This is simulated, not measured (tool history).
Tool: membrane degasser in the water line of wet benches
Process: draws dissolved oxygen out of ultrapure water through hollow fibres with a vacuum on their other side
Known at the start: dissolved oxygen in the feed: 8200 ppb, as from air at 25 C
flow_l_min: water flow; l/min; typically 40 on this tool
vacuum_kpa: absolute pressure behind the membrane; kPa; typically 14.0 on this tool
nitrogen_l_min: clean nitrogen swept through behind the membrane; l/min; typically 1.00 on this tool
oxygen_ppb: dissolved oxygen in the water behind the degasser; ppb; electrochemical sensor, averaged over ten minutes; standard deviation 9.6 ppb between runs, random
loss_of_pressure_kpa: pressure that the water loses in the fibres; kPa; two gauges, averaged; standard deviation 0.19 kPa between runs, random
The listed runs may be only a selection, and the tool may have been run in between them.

run,day,flow_l_min,vacuum_kpa,nitrogen_l_min,oxygen_ppb,loss_of_pressure_kpa
1,0.000,40,14.0,1.00,979.6,41.85
2,2.308,35,14.0,1.00,847.2,36.30
3,3.979,40,14.0,1.00,978.5,41.88
4,7.038,32,14.0,1.00,775.3,33.67
5,9.725,32,14.0,1.00,772.8,33.11
6,11.133,32,14.0,1.00,773.7,33.08
7,13.575,40,14.0,1.00,978.6,41.93
8,15.538,40,14.0,1.00,981.5,41.55
9,18.838,40,14.0,1.00,957.5,41.88
10,20.821,40,14.0,1.00,977.6,41.76
11,23.950,40,14.0,1.00,970.3,41.59
12,25.642,40,14.0,1.00,988.6,41.75
13,28.879,40,14.0,1.00,973.0,41.72
14,31.779,29,14.0,1.00,701.5,30.20
15,33.712,29,14.0,1.00,701.2,30.45
16,36.300,29,14.0,1.00,692.2,30.03
17,38.629,34,34.4,0.58,2570.1,35.91
18,40.404,61,9.3,0.58,1368.5,63.79
19,43.567,61,9.0,0.77,1219.5,63.65
20,45.783,51,9.8,0.88,1004.8,53.42
21,48.112,31,14.0,1.26,647.1,32.59
22,51.383,63,14.0,1.00,1572.7,65.79
23,54.392,63,8.6,1.18,1053.9,66.11
24,57.504,26,26.4,1.19,1075.0,27.54
25,60.196,26,26.4,1.19,1049.8,27.40
26,61.979,26,17.5,1.19,699.1,27.55
# day 62.325: vacuum gauge calibrated
27,64.529,28,9.0,1.00,410.0,29.72
28,65.988,27,24.5,1.83,729.3,28.20
29,68.875,43,16.0,1.83,858.0,45.43
30,71.192,43,16.0,1.83,850.4,45.10
31,73.062,25,25.3,0.45,1893.8,26.15
32,74.542,54,19.8,0.41,2660.4,56.71

What if the next run were any one of these 4? Each begins from the tool's condition after run 32:
A,75.946,36,19.8,0.41,?,?
B,75.946,54,20.6,0.41,?,?
C,75.946,40,14.7,2.62,?,?
D,75.946,35,12.7,0.53,?,?

run,oxygen_ppb,loss_of_pressure_kpa
A,2052.4,38.09
B,2731.1,56.50
C,585.2,42.24
D,1132.9,36.43
The same runs, with their run-to-run variation unchanged, on a tool lacking any hidden condition would have given:
run,oxygen_ppb,loss_of_pressure_kpa
A,2043.8,36.88
B,2716.9,54.69
C,559.0,40.90
D,1116.0,35.26
